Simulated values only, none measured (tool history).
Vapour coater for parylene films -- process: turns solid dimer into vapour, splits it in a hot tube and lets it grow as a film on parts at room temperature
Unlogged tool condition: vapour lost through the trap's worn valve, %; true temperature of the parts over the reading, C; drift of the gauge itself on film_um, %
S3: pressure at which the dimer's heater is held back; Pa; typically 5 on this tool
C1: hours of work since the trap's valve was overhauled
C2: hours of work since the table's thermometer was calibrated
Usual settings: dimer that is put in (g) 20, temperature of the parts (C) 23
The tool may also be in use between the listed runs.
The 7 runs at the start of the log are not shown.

Run 8, day 4.817: usual settings but dimer that is put in (g) 27, S3 12 Pa; C1 191; C2 227. Result: thickness of the film (um) 4.94.
Run 9, day 5.746: usual settings; C1 206; C2 242. Result: thickness of the film (um) 3.87.
Run 10, day 6.829: usual settings; C1 224; C2 260. Result: thickness of the film (um) 3.88.
Run 11, day 7.658: usual settings; C1 237; C2 274. Result: thickness of the film (um) 3.81.
Run 12, day 8.179: usual settings; C1 246; C2 282. Result: thickness of the film (um) 3.85.
Run 13, day 9.138: usual settings; C1 262; C2 298. Result: thickness of the film (um) 3.85.
Run 14, day 9.796: usual settings; C1 273; C2 309. Result: thickness of the film (um) 3.77.
At day 10.808: trap's valve overhauled.
Run 15, day 10.808: usual settings; C1 0; C2 323. Result: thickness of the film (um) 4.09.
Run 16, day 11.867: usual settings; C1 17; C2 340. Result: thickness of the film (um) 4.09.
Run 17, day 12.488: usual settings; C1 28; C2 351. Result: thickness of the film (um) 4.08.
Run 18, day 13.129: usual settings but S3 2.11 Pa; C1 38; C2 361. Result: thickness of the film (um) 4.26.
Run 19, day 13.862: usual settings but S3 2.11 Pa; C1 50; C2 373. Result: thickness of the film (um) 4.31.
Run 20, day 14.65: usual settings but temperature of the parts (C) 29; C1 63; C2 386. Result: thickness of the film (um) 3.11.
Run 21, day 15.512: usual settings but dimer that is put in (g) 10, temperature of the parts (C) 29; C1 77; C2 400. Result: thickness of the film (um) 1.53.
Run 22, day 16.533: usual settings but dimer that is put in (g) 10, temperature of the parts (C) 29; C1 94; C2 417. Result: thickness of the film (um) 1.53.
Run 23, day 17.033: usual settings but dimer that is put in (g) 10, temperature of the parts (C) 29; C1 102; C2 425. Result: thickness of the film (um) 1.52.
Run 24, day 17.983: usual settings but dimer that is put in (g) 10, temperature of the parts (C) 29; C1 118; C2 441. Result: thickness of the film (um) 1.5.
Run 25, day 18.975: usual settings but dimer that is put in (g) 10, temperature of the parts (C) 28, S3 10.99 Pa; C1 134; C2 457. Result: thickness of the film (um) 1.52.
Run 26, day 19.775: usual settings but temperature of the parts (C) 31, S3 10.65 Pa; C1 147; C2 470. Result: thickness of the film (um) 2.63.
Run 27, day 20.883: usual settings but temperature of the parts (C) 31, S3 10.65 Pa; C1 166; C2 489. Result: thickness of the film (um) 2.63.
Run 28, day 21.596: usual settings but dimer that is put in (g) 30, temperature of the parts (C) 28, S3 9 Pa; C1 177; C2 500. Result: thickness of the film (um) 4.51.
Run 29, day 22.154: usual settings but dimer that is put in (g) 13, temperature of the parts (C) 25, S3 7.23 Pa; C1 187; C2 510. Result: thickness of the film (um) 2.34.
Run 30, day 23.025: usual settings but dimer that is put in (g) 11, S3 4.9 Pa; C1 201; C2 524. Result: thickness of the film (um) 2.2.
Run 31, day 24.033: usual settings but dimer that is put in (g) 8, temperature of the parts (C) 35, S3 6.48 Pa; C1 218; C2 540. Result: thickness of the film (um) 0.88.
Run 32, day 24.529: usual settings but dimer that is put in (g) 19, temperature of the parts (C) 18; C1 226; C2 549. Result: thickness of the film (um) 4.6.

Run 33 comes next. What will it give?
Run 33, day 25.579: usual settings but dimer that is put in (g) 26, temperature of the parts (C) 16; C1 243; C2 566. Result: thickness of the film (um) ?.

thickness of the film (um): 7
Take away the tool's hidden state, keep the run-to-run variation as it was, and the same run would have given thickness of the film (um) 7.28.

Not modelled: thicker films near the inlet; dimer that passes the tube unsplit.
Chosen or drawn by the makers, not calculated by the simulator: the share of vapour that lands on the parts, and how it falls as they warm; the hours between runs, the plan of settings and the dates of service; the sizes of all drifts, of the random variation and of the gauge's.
